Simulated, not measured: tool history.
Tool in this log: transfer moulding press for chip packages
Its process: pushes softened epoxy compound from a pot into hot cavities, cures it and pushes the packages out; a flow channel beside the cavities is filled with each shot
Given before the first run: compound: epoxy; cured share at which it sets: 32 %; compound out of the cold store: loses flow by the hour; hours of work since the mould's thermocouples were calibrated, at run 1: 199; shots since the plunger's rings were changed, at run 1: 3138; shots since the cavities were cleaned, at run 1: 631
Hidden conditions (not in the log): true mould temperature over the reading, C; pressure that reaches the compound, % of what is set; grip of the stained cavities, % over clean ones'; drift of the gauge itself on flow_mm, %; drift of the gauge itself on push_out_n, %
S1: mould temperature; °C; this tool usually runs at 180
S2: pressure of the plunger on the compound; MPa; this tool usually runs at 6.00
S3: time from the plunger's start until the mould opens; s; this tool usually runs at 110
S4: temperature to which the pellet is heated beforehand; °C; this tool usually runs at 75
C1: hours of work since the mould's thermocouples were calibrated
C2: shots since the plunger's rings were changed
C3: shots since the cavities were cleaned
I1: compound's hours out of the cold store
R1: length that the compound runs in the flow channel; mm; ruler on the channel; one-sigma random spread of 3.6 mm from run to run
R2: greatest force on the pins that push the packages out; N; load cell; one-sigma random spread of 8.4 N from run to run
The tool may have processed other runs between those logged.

{"run": 1, "day": 0.0, "S1": 180, "S2": 6.0, "S3": 110, "S4": 75, "C1": 199, "C2": 3138, "C3": 631, "I1": 41.5, "R1": 470, "R2": 523}
{"day": 0.121, "done": "cavities cleaned with cleaning compound and waxed"}
{"run": 2, "day": 0.871, "S1": 174, "S2": 6.0, "S3": 110, "S4": 75, "C1": 207, "C2": 3280, "C3": 132, "I1": 39.5, "R1": 490, "R2": 880}
{"run": 3, "day": 1.458, "S1": 180, "S2": 6.0, "S3": 110, "S4": 75, "C1": 213, "C2": 3383, "C3": 235, "I1": 44.1, "R1": 463, "R2": 590}
{"run": 4, "day": 2.071, "S1": 183, "S2": 6.0, "S3": 110, "S4": 75, "C1": 220, "C2": 3491, "C3": 343, "I1": 21.7, "R1": 516, "R2": 572}
{"run": 5, "day": 2.712, "S1": 180, "S2": 6.0, "S3": 110, "S4": 75, "C1": 226, "C2": 3603, "C3": 455, "I1": 45.5, "R1": 459, "R2": 600}
{"run": 6, "day": 3.246, "S1": 180, "S2": 6.0, "S3": 110, "S4": 72, "C1": 232, "C2": 3697, "C3": 549, "I1": 29.7, "R1": 500, "R2": 641}
{"day": 3.833, "done": "cavities cleaned with cleaning compound and waxed"}
{"run": 7, "day": 3.917, "S1": 180, "S2": 6.0, "S3": 110, "S4": 72, "C1": 238, "C2": 3804, "C3": 15, "I1": 11.0, "R1": 555, "R2": 391}
{"run": 8, "day": 4.462, "S1": 180, "S2": 6.0, "S3": 110, "S4": 72, "C1": 244, "C2": 3900, "C3": 111, "I1": 14.4, "R1": 551, "R2": 431}
{"run": 9, "day": 5.308, "S1": 174, "S2": 6.0, "S3": 110, "S4": 75, "C1": 252, "C2": 4049, "C3": 260, "I1": 26.4, "R1": 519, "R2": 706}
{"day": 5.438, "done": "cavities cleaned with cleaning compound and waxed, once more"}
{"day": 5.542, "done": "plunger's sealing rings changed"}
{"run": 10, "day": 6.362, "S1": 174, "S2": 6.0, "S3": 110, "S4": 75, "C1": 262, "C2": 145, "C3": 145, "I1": 17.9, "R1": 566, "R2": 680}
{"run": 11, "day": 6.983, "S1": 174, "S2": 6.0, "S3": 110, "S4": 75, "C1": 268, "C2": 254, "C3": 254, "I1": 41.5, "R1": 489, "R2": 653}
{"run": 12, "day": 7.771, "S1": 174, "S2": 6.0, "S3": 110, "S4": 75, "C1": 276, "C2": 392, "C3": 392, "I1": 29.0, "R1": 533, "R2": 763}
{"run": 13, "day": 8.329, "S1": 174, "S2": 6.0, "S3": 110, "S4": 69, "C1": 282, "C2": 490, "C3": 490, "I1": 22.2, "R1": 560, "R2": 842}
{"day": 9.217, "done": "cavities cleaned with cleaning compound and waxed"}
{"run": 14, "day": 9.217, "S1": 177, "S2": 5.51, "S3": 145, "S4": 84, "C1": 291, "C2": 635, "C3": 0, "I1": 18.8, "R1": 538, "R2": 331}
{"run": 15, "day": 9.754, "S1": 178, "S2": 6.0, "S3": 118, "S4": 75, "C1": 296, "C2": 730, "C3": 95, "I1": 25.3, "R1": 531, "R2": 408}
{"run": 16, "day": 10.367, "S1": 180, "S2": 6.0, "S3": 133, "S4": 66, "C1": 302, "C2": 837, "C3": 202, "I1": 45.6, "R1": 466, "R2": 381}
{"run": 17, "day": 10.838, "S1": 176, "S2": 6.92, "S3": 133, "S4": 68, "C1": 307, "C2": 920, "C3": 285, "I1": 37.1, "R1": 540, "R2": 439}
{"run": 18, "day": 11.283, "S1": 176, "S2": 6.92, "S3": 133, "S4": 68, "C1": 312, "C2": 998, "C3": 363, "I1": 26.1, "R1": 575, "R2": 458}
{"run": 19, "day": 12.038, "S1": 176, "S2": 6.92, "S3": 133, "S4": 68, "C1": 320, "C2": 1131, "C3": 496, "I1": 24.3, "R1": 573, "R2": 487}
{"day": 12.879, "done": "cavities cleaned with cleaning compound and waxed"}
{"run": 20, "day": 13.05, "S1": 176, "S2": 6.92, "S3": 133, "S4": 68, "C1": 330, "C2": 1298, "C3": 30, "I1": 42.7, "R1": 522, "R2": 377}
{"run": 21, "day": 13.975, "S1": 180, "S2": 6.0, "S3": 110, "S4": 83, "C1": 339, "C2": 1460, "C3": 192, "I1": 30.6, "R1": 510, "R2": 451}
{"run": 22, "day": 14.917, "S1": 175, "S2": 6.0, "S3": 110, "S4": 78, "C1": 349, "C2": 1626, "C3": 358, "I1": 46.0, "R1": 479, "R2": 622}
{"run": 23, "day": 15.504, "S1": 175, "S2": 6.0, "S3": 110, "S4": 78, "C1": 355, "C2": 1729, "C3": 461, "I1": 38.2, "R1": 502, "R2": 670}
{"run": 24, "day": 16.212, "S1": 175, "S2": 6.0, "S3": 110, "S4": 78, "C1": 362, "C2": 1854, "C3": 586, "I1": 13.5, "R1": 574, "R2": 784}
{"day": 16.596, "done": "cavities cleaned with cleaning compound and waxed"}
{"run": 25, "day": 16.696, "S1": 180, "S2": 6.0, "S3": 105, "S4": 75, "C1": 367, "C2": 1927, "C3": 17, "I1": 30.8, "R1": 506, "R2": 410}

Across each entry between runs, compare the hidden state at the last listed run before it with the hidden state at the first listed run after it:
Run 1 -> run 2: cavities cleaned with cleaning compound and waxed (day 0.121)
  true mould temperature over the reading, C: 0.05 -> 0.03; pressure that reaches the compound, % of what is set: 94.48 -> 94.2; grip of the stained cavities, % over clean ones': 44.6 -> 62.1
  measured less the result without the state, R1: -14 -> -15 mm; R2: +159 -> +336 N
Run 6 -> run 7: cavities cleaned with cleaning compound and waxed (day 3.833)
  true mould temperature over the reading, C: -0.01 -> -0.03; pressure that reaches the compound, % of what is set: 93.43 -> 93.23; grip of the stained cavities, % over clean ones': 70.4 -> 2
  measured less the result without the state, R1: -18 -> -19 mm; R2: +267 -> +9 N
Run 9 -> run 10: cavities cleaned with cleaning compound and waxed, once more (day 5.438); plunger's sealing rings changed (day 5.542)
  true mould temperature over the reading, C: -0.05 -> -0.07; pressure that reaches the compound, % of what is set: 92.8 -> 99.62; grip of the stained cavities, % over clean ones': 22.7 -> 13.6
  measured less the result without the state, R1: -19 -> -1 mm; R2: +133 -> +84 N
Run 13 -> run 14: cavities cleaned with cleaning compound and waxed (day 9.217)
  true mould temperature over the reading, C: -0.11 -> -0.13; pressure that reaches the compound, % of what is set: 99.01 -> 98.74; grip of the stained cavities, % over clean ones': 36.5 -> 1.5
  measured less the result without the state, R1: -2 -> -3 mm; R2: +232 -> +6 N
Run 19 -> run 20: cavities cleaned with cleaning compound and waxed (day 12.879)
  true mould temperature over the reading, C: -0.19 -> -0.21; pressure that reaches the compound, % of what is set: 97.89 -> 97.6; grip of the stained cavities, % over clean ones': 35.3 -> 4.6
  measured less the result without the state, R1: -6 -> -6 mm; R2: +130 -> +20 N
Run 24 -> run 25: cavities cleaned with cleaning compound and waxed (day 16.596)
  true mould temperature over the reading, C: -0.27 -> -0.28; pressure that reaches the compound, % of what is set: 96.65 -> 96.52; grip of the stained cavities, % over clean ones': 41.9 -> 2.6
  measured less the result without the state, R1: -9 -> -9 mm; R2: +243 -> +17 N

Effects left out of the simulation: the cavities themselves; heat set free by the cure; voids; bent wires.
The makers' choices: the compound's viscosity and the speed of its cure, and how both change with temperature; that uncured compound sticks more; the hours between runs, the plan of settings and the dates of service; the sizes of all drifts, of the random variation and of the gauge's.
